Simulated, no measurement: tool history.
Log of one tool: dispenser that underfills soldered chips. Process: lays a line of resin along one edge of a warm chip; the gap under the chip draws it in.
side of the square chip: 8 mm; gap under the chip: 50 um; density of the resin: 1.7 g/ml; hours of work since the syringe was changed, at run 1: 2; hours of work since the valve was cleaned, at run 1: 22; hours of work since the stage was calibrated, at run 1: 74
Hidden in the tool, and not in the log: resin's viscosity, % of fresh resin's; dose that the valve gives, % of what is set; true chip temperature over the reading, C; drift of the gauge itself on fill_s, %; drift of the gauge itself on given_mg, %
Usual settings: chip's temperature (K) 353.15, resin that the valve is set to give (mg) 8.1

run     day  chip's temperature (K)  resin that the valve is set to give (mg)  hours of work since the syringe was changed  hours of work since the valve was cleaned  hours of work since the stage was calibrated  time until the resin shows at the far edge (s)  resin that the valve gave (mg)
  1       0                  353.15                                       8.1                                            2                                         22                                            74                                           108.8                            7.95
        0.5  -- new syringe of resin
  2   0.554                  353.15                                       8.1                                            1                                         32                                            84                                            99.9                               8
      1.079  -- new syringe of resin
  3   1.138                  353.15                                       8.1                                            1                                         42                                            95                                           102.4                            7.91
  4   1.458                  353.15                                       8.1                                            7                                         48                                           100                                           153.3                            7.91
       1.65  -- new syringe of resin
  5   2.008                  353.15                                       8.1                                            7                                         58                                           110                                           152.3                            7.87
      2.221  -- new syringe of resin
  6   2.429                  353.15                                       8.1                                            4                                         66                                           118                                           125.2                            7.71
      2.779  -- new syringe of resin
  7   2.917                  353.15                                       8.1                                            3                                         74                                           127                                           117.3                             7.7
  8   3.308                  353.15                                       8.1                                           10                                         81                                           134                                           190.6                            7.72
      3.367  -- new syringe of resin
  9   3.633                  353.15                                       8.1                                            5                                         87                                           139                                             136                            7.66
      3.921  -- new syringe of resin
 10   4.129                  353.15                                       8.1                                            4                                         96                                           148                                           128.7                            7.61
 11   4.454                  353.15                                      8.36                                           10                                        102                                           154                                           192.1                            7.82
      4.508  -- new syringe of resin
      5.104  -- new syringe of resin
 12   5.146                  353.15                                      8.36                                            1                                        114                                           167                                           104.7                            7.83
 13   5.579                  353.15                                      8.36                                            9                                        122                                           175                                           180.3                            7.81
      5.696  -- new syringe of resin
      6.262  -- new syringe of resin
 14   6.262                  353.15                                      9.66                                            0                                        134                                           187                                            99.6                            8.83
      6.508  -- dispensing valve cleaned and set on the balance
      6.904  -- new syringe of resin
 15   6.921                  354.15                                       8.1                                            0                                          7                                           198                                            96.5                            8.09
 16   7.412                  354.15                                       8.1                                            9                                         16                                           207                                           179.6                            8.15
      7.471  -- new syringe of resin
 17   7.812                  354.15                                       8.1                                            6                                         23                                           214                                           146.7                            7.96
      8.058  -- new syringe of resin
 18   8.312                  353.15                                       8.1                                            5                                         32                                           223                                           136.7                            7.94
      8.642  -- new syringe of resin
 19   8.854                  353.15                                      8.76                                            4                                         42                                           233                                           127.6                             8.5
      9.246  -- new syringe of resin
 20   9.458                  353.15                                      8.65                                            4                                         53                                           243                                           131.9                             8.3
      9.796  -- new syringe of resin
 21  10.004                  353.15                                      8.65                                            4                                         63                                           253                                           130.3                            8.34
     10.362  -- new syringe of resin
 22  10.592                  353.15                                      7.28                                            4                                         73                                           264                                           137.6                            6.97
     10.929  -- new syringe of resin
 23  11.092                  344.15                                       8.1                                            3                                         82                                           273                                           197.6                            7.72
       11.5  -- new syringe of resin
 24  11.525                  363.15                                      9.19                                            0                                         90                                           280                                            62.1                            8.58
 25  11.883                  363.15                                      7.16                                            7                                         97                                           287                                             104                            6.76
     12.079  -- new syringe of resin
 26  12.438                  353.15                                      7.16                                            7                                        107                                           297                                           169.6                            6.77
     12.646  -- new syringe of resin
 27  12.988                  340.15                                      7.49                                            6                                        116                                           307                                           323.3                            7.02
     13.217  -- new syringe of resin
 28  13.512                  340.15                                      7.49                                            5                                        126                                           316                                           308.2                            6.89
     13.783  -- new syringe of resin
 29  13.817                  356.15                                      9.21                                            1                                        131                                           322                                            91.2                            8.54
     14.246  -- dispensing valve cleaned and set on the balance
 30   14.35                  365.15                                       8.1                                           10                                          2                                           331                                             106                               8
     14.421  -- new syringe of resin
     15.017  -- new syringe of resin
 31  15.054                  356.15                                      9.55                                            1                                         14                                           343                                            90.9                            9.56
 32  15.392                  352.15                                      9.73                                            7                                         21                                           349                                             169                            9.69
     15.629  -- new syringe of resin
 33  15.992                  365.15                                      8.62                                            7                                         31                                           360                                              88                             8.5
     16.221  -- new syringe of resin
 34  16.717                  358.15                                      8.62                                            9                                         45                                           373                                           147.3                            8.39
     16.788  -- new syringe of resin
 35  17.312                  359.15                                      7.44                                           10                                         55                                           384                                           152.2                            7.26

Hidden state or all else? Some run-to-run changes of time until the resin shows at the far edge (s), split into what the settings, what came in and random variation would give without the hidden state, and what is left for the hidden state (with any gauge scatter that isn't in both results):
Run 11 -> 12: new syringe of resin, new syringe of resin. time until the resin shows at the far edge (s) -87.4: hidden state -86.5, all else -0.9.
Run 15 -> 16: no setting changed, nothing entered. time until the resin shows at the far edge (s) +83.1: hidden state +81.9, all else +1.2.
Run 23 -> 24: chip's temperature (K) 344.15 -> 363.15, resin that the valve is set to give (mg) 8.1 -> 9.19, new syringe of resin. time until the resin shows at the far edge (s) -135.5: hidden state -41.7, all else -93.8.
Run 26 -> 27: chip's temperature (K) 353.15 -> 340.15, resin that the valve is set to give (mg) 7.16 -> 7.49, new syringe of resin. time until the resin shows at the far edge (s) +153.7: hidden state +60.2, all else +93.5.
Run 28 -> 29: chip's temperature (K) 340.15 -> 356.15, resin that the valve is set to give (mg) 7.49 -> 9.21, new syringe of resin. time until the resin shows at the far edge (s) -217: hidden state -108.5, all else -108.5.
